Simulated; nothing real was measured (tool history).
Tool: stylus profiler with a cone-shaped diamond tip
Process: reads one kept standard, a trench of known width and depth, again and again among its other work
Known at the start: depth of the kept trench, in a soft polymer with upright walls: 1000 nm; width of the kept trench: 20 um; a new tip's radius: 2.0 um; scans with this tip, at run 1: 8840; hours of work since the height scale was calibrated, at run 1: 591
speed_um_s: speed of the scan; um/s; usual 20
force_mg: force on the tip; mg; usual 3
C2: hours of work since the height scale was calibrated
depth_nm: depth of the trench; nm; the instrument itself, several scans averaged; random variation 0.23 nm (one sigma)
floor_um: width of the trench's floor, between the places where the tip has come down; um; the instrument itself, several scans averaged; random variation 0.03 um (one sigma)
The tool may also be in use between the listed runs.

{"run": 1, "day": 0.0, "speed_um_s": 20, "force_mg": 3, "scans with this tip": 8840, "C2": 591, "depth_nm": 1013.76, "floor_um": 15.99}
{"run": 2, "day": 3.421, "speed_um_s": 20, "force_mg": 3, "scans with this tip": 9043, "C2": 631, "depth_nm": 1013.81, "floor_um": 15.99}
{"run": 3, "day": 7.2, "speed_um_s": 20, "force_mg": 3, "scans with this tip": 9266, "C2": 676, "depth_nm": 1014.06, "floor_um": 15.96}
{"run": 4, "day": 12.358, "speed_um_s": 35, "force_mg": 3, "scans with this tip": 9571, "C2": 736, "depth_nm": 1014.02, "floor_um": 15.82}
{"run": 5, "day": 15.992, "speed_um_s": 20, "force_mg": 2.11, "scans with this tip": 9786, "C2": 779, "depth_nm": 1011.79, "floor_um": 15.93}
{"run": 6, "day": 20.817, "speed_um_s": 20, "force_mg": 2.11, "scans with this tip": 10072, "C2": 836, "depth_nm": 1012.15, "floor_um": 15.85}
{"run": 7, "day": 24.625, "speed_um_s": 20, "force_mg": 2.11, "scans with this tip": 10297, "C2": 881, "depth_nm": 1012.21, "floor_um": 15.88}
{"run": 8, "day": 28.079, "speed_um_s": 20, "force_mg": 6.2, "scans with this tip": 10501, "C2": 922, "depth_nm": 1021.81, "floor_um": 15.92}
{"run": 9, "day": 33.221, "speed_um_s": 20, "force_mg": 6.2, "scans with this tip": 10805, "C2": 983, "depth_nm": 1022.12, "floor_um": 15.88}
{"run": 10, "day": 37.075, "speed_um_s": 20, "force_mg": 6.2, "scans with this tip": 11033, "C2": 1028, "depth_nm": 1022.14, "floor_um": 15.91}
{"run": 11, "day": 41.9, "speed_um_s": 20, "force_mg": 6.2, "scans with this tip": 11319, "C2": 1085, "depth_nm": 1022.23, "floor_um": 15.89}
{"run": 12, "day": 45.879, "speed_um_s": 20, "force_mg": 6.2, "scans with this tip": 11554, "C2": 1132, "depth_nm": 1022.52, "floor_um": 15.88}
{"day": 49.217, "done": "height scale calibrated on a step standard"}
{"run": 13, "day": 51.554, "speed_um_s": 9, "force_mg": 3, "scans with this tip": 11888, "C2": 28, "depth_nm": 1011.05, "floor_um": 15.89}
{"run": 14, "day": 55.421, "speed_um_s": 9, "force_mg": 3, "scans with this tip": 12117, "C2": 73, "depth_nm": 1011.41, "floor_um": 15.86}
{"run": 15, "day": 61.188, "speed_um_s": 9, "force_mg": 3, "scans with this tip": 12458, "C2": 141, "depth_nm": 1012.16, "floor_um": 15.86}
{"run": 16, "day": 65.271, "speed_um_s": 20, "force_mg": 1.15, "scans with this tip": 12700, "C2": 189, "depth_nm": 1006.5, "floor_um": 15.64}
{"run": 17, "day": 68.304, "speed_um_s": 20, "force_mg": 1.15, "scans with this tip": 12879, "C2": 225, "depth_nm": 1006.91, "floor_um": 15.7}
{"run": 18, "day": 72.229, "speed_um_s": 11, "force_mg": 1.5, "scans with this tip": 13111, "C2": 272, "depth_nm": 1007.95, "floor_um": 15.75}
{"run": 19, "day": 77.892, "speed_um_s": 11, "force_mg": 1.5, "scans with this tip": 13446, "C2": 338, "depth_nm": 1008.42, "floor_um": 15.73}
{"run": 20, "day": 83.217, "speed_um_s": 11, "force_mg": 1.5, "scans with this tip": 13761, "C2": 401, "depth_nm": 1008.51, "floor_um": 15.69}
{"run": 21, "day": 86.904, "speed_um_s": 53, "force_mg": 2.6, "scans with this tip": 13979, "C2": 445, "depth_nm": 1012.29, "floor_um": 15.47}
{"run": 22, "day": 90.212, "speed_um_s": 17, "force_mg": 3.51, "scans with this tip": 14175, "C2": 484, "depth_nm": 1014.21, "floor_um": 15.79}
{"run": 23, "day": 92.871, "speed_um_s": 42, "force_mg": 8.58, "scans with this tip": 14332, "C2": 515, "depth_nm": 1024.05, "floor_um": 15.7}
{"run": 24, "day": 97.783, "speed_um_s": 42, "force_mg": 8.58, "scans with this tip": 14623, "C2": 573, "depth_nm": 1024.21, "floor_um": 15.68}
{"run": 25, "day": 101.508, "speed_um_s": 15, "force_mg": 2.28, "scans with this tip": 14843, "C2": 617, "depth_nm": 1011.71, "floor_um": 15.66}

5 ways to go on from here, each from the tool as it stands after run 25. What would each give?
{"run": "A", "day": 106.575, "speed_um_s": 19, "force_mg": 3, "scans with this tip": 15143, "C2": 677, "depth_nm": "?", "floor_um": "?"}
{"run": "B", "day": 106.575, "speed_um_s": 10, "force_mg": 3.76, "scans with this tip": 15143, "C2": 677, "depth_nm": "?", "floor_um": "?"}
{"run": "C", "day": 106.575, "speed_um_s": 37, "force_mg": 2.28, "scans with this tip": 15143, "C2": 677, "depth_nm": "?", "floor_um": "?"}
{"run": "D", "day": 106.575, "speed_um_s": 31, "force_mg": 3.43, "scans with this tip": 15143, "C2": 677, "depth_nm": "?", "floor_um": "?"}
{"run": "E", "day": 106.575, "speed_um_s": 52, "force_mg": 2.28, "scans with this tip": 15143, "C2": 677, "depth_nm": "?", "floor_um": "?"}

run=A depth_nm=1013.92 floor_um=15.65
run=B depth_nm=1015.23 floor_um=15.71
run=C depth_nm=1011.83 floor_um=15.51
run=D depth_nm=1015.02 floor_um=15.61
run=E depth_nm=1012.03 floor_um=15.44
Without the tool's hidden state the same runs would have given:
run=A depth_nm=1011.13 floor_um=16.43
run=B depth_nm=1012.44 floor_um=16.49
run=C depth_nm=1009.05 floor_um=16.29
run=D depth_nm=1012.23 floor_um=16.4
run=E depth_nm=1009.25 floor_um=16.22

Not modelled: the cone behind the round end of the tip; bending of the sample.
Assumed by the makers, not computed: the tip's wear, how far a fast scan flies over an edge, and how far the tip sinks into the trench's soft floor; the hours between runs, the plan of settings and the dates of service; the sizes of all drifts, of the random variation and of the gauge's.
